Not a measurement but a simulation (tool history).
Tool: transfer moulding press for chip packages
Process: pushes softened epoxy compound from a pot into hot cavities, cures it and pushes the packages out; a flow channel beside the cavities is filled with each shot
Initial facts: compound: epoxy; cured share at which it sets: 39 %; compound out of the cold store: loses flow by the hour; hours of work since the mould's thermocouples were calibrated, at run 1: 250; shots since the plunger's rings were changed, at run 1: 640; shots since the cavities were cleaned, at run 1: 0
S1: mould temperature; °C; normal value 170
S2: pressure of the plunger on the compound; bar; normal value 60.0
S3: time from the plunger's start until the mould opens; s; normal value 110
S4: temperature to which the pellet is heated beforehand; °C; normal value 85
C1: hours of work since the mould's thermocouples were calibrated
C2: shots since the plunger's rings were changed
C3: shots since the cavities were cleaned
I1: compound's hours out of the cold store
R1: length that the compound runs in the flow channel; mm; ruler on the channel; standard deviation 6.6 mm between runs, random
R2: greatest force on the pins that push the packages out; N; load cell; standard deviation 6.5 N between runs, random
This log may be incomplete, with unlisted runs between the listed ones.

run,day,S1,S2,S3,S4,C1,C2,C3,I1,R1,R2
1,0.000,170,60.0,110,85,250,640,0,40.4,909,263
# day 2.650: cavities cleaned with cleaning compound and waxed
2,3.150,170,60.0,110,85,304,1490,137,9.6,1037,313
# day 3.512: mould's thermocouples calibrated
3,5.042,170,60.0,110,85,26,1988,635,30.3,930,367
# day 5.392: cavities cleaned with cleaning compound and waxed
# day 8.017: cavities cleaned with cleaning compound and waxed
4,8.017,170,60.0,110,85,76,2774,0,35.0,911,258
5,9.562,170,60.0,110,85,102,3200,426,44.6,846,356
# day 10.538: cavities cleaned with cleaning compound and waxed
6,11.521,170,66.3,110,85,135,3722,271,11.2,1024,353
# day 13.204: cavities cleaned with cleaning compound and waxed
7,14.558,170,66.3,110,85,186,4541,373,31.4,926,359
# day 14.975: plunger's sealing rings changed
# day 16.017: cavities cleaned with cleaning compound and waxed
8,17.300,170,60.0,110,85,231,623,353,28.1,964,356
# day 18.521: cavities cleaned with cleaning compound and waxed
9,20.171,170,60.0,110,85,279,1398,456,14.9,1007,372
# day 21.146: cavities cleaned with cleaning compound and waxed
# day 21.988: mould's thermocouples calibrated
10,23.262,170,60.0,110,85,22,2209,561,18.1,973,389
# day 23.938: cavities cleaned with cleaning compound and waxed
11,25.750,170,60.0,110,85,64,2877,500,20.4,950,387
# day 26.525: cavities cleaned with cleaning compound and waxed
12,27.867,170,60.0,142,85,99,3443,370,43.8,859,335
# day 29.054: cavities cleaned with cleaning compound and waxed
13,30.883,166,60.0,110,94,150,4257,504,31.5,883,417
# day 31.688: cavities cleaned with cleaning compound and waxed
14,32.267,166,60.0,110,94,173,4620,159,40.0,854,342
# day 32.650: plunger's sealing rings changed
15,33.788,173,60.3,139,78,198,313,550,33.2,937,345
# day 34.329: cavities cleaned with cleaning compound and waxed
16,35.271,171,60.0,110,85,222,704,259,34.7,934,328
# day 36.900: cavities cleaned with cleaning compound and waxed
17,37.154,171,60.0,110,85,254,1206,70,38.1,920,300
# day 39.438: cavities cleaned with cleaning compound and waxed
18,39.825,168,58.7,145,83,299,1924,106,35.5,892,270
# day 40.512: mould's thermocouples calibrated
19,41.167,170,60.0,94,85,11,2271,453,11.2,1009,435
# day 42.125: cavities cleaned with cleaning compound and waxed
20,43.296,170,60.0,94,95,47,2841,323,34.9,900,396
# day 44.696: cavities cleaned with cleaning compound and waxed
21,45.833,170,60.0,94,95,90,3522,313,32.8,888,391
# day 47.238: cavities cleaned with cleaning compound and waxed
22,48.183,173,60.0,94,87,129,4152,260,32.3,895,351
# day 49.746: cavities cleaned with cleaning compound and waxed
# day 50.129: plunger's sealing rings changed
23,51.150,173,60.0,94,87,178,280,358,27.3,963,386
# day 52.404: cavities cleaned with cleaning compound and waxed
24,52.942,173,58.6,128,87,207,756,147,23.3,964,305

5 ways to go on from here, each from the tool as it stands after run 24. What would each give?
A,54.592,173,53.3,128,87,236,1211,602,9.9,?,?
B,54.592,173,58.6,121,87,236,1211,602,21.6,?,?
C,54.592,170,48.7,127,85,236,1211,602,28.2,?,?
D,54.592,168,58.6,98,80,236,1211,602,45.0,?,?
E,54.592,170,59.6,139,88,236,1211,602,42.7,?,?

run,R1,R2
A,960,356
B,956,373
C,858,379
D,893,448
E,894,362
With the hidden condition removed and each run's random variation left untouched, the same runs would have given:
run,R1,R2
A,982,237
B,978,248
C,877,252
D,913,294
E,914,242
